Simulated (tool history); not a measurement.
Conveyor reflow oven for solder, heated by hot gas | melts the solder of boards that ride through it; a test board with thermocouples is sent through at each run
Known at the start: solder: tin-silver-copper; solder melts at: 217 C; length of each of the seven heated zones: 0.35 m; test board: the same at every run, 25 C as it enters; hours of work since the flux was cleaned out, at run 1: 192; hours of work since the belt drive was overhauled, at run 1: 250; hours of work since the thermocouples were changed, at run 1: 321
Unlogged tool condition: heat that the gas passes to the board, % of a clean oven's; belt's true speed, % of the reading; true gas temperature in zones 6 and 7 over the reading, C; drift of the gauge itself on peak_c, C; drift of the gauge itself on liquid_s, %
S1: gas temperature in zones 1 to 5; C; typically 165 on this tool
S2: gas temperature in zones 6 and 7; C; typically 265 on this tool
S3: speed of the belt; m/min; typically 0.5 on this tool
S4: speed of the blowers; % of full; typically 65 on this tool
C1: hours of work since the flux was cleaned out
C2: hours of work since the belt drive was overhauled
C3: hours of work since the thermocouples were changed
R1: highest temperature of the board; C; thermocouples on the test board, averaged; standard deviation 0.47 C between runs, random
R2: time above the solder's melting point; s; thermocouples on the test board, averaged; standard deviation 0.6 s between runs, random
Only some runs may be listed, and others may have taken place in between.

run	hour	S1	S2	S3	S4	C1	C2	C3	R1	R2
1	0	165	265	0.5	65	192	250	321	245.6	54.4
2	15.3	165	265	0.5	65	204	262	333	245.8	52.6
3	32.1	165	265	0.5	65	216	274	345	245.4	51.7
4	40.4	165	265	0.5	65	222	281	352	246.1	54.4
5	54.7	165	265	0.5	65	233	291	362	246.3	54.1
6	64.7	165	265	0.5	65	241	299	370	246	53.5
7	76.9	165	265	0.5	65	250	308	379	245.8	53.4
8	90	165	265	0.5	65	260	318	389	245.9	52.7
9	103.5	165	265	0.5	65	270	328	399	246.6	54
10	111.1	165	265	0.5	65	276	334	405	246.1	52.9
11	121.3	165	267	0.5	65	283	342	413	248.5	55
12	130.2	165	267	0.5	65	290	348	419	246.9	55.7
13	145.7	165	265	0.5	65	302	360	431	246.2	53.7
# hour 157.2: flux residue cleaned out of gas plates and filters
14	161.7	165	265	0.5	65	3	368	439	246.3	53.8
15	171.4	165	265	0.526	65	11	376	447	244.9	48.1
16	184.9	165	275	0.526	65	21	386	457	252.8	56.3
17	196.1	165	275	0.526	65	29	394	465	252.3	55.3
18	211.4	165	265	0.422	81	41	406	477	255.5	75.7
19	223	165	265	0.422	81	50	415	486	255.6	76.9
20	232.9	154	265	0.564	71	57	422	493	242.2	39.4
21	242.1	167	261	0.41	74	64	429	500	250.5	75.3
22	253.5	167	261	0.41	51	73	438	509	244.2	66.2
23	264.5	169	272	0.477	57	81	446	517	250.7	62.1
24	277.2	169	272	0.477	57	91	455	526	251.7	62.8
25	287.5	169	269	0.477	61	98	463	534	249.7	61.6
26	302.7	165	265	0.52	65	110	475	546	245.1	49.8
27	314.5	165	265	0.52	65	119	484	555	243.5	49.3
28	327.4	156	274	0.53	81	128	493	564	256.1	56.3
29	334.9	156	274	0.53	81	134	499	570	255.7	55.5
30	343.3	156	274	0.53	81	140	505	576	255	56.3

Here are 5 independent what-if runs from the current tool condition. What would each one return?
A	355.2	156	274	0.53	75	149	514	585	?	?
B	355.2	165	262	0.43	81	149	514	585	?	?
C	355.2	156	274	0.487	81	149	514	585	?	?
D	355.2	156	270	0.53	81	149	514	585	?	?
E	355.2	156	274	0.471	81	149	514	585	?	?

run	R1	R2
A	253.3	54.5
B	251.8	71.8
C	257.7	63.4
D	252.1	54
E	258.9	67.1
Without the tool's unlogged condition, the same runs would have read:
run	R1	R2
A	253.6	54.8
B	252.1	72
C	258.1	63.6
D	252.5	54.2
E	259.2	67.3
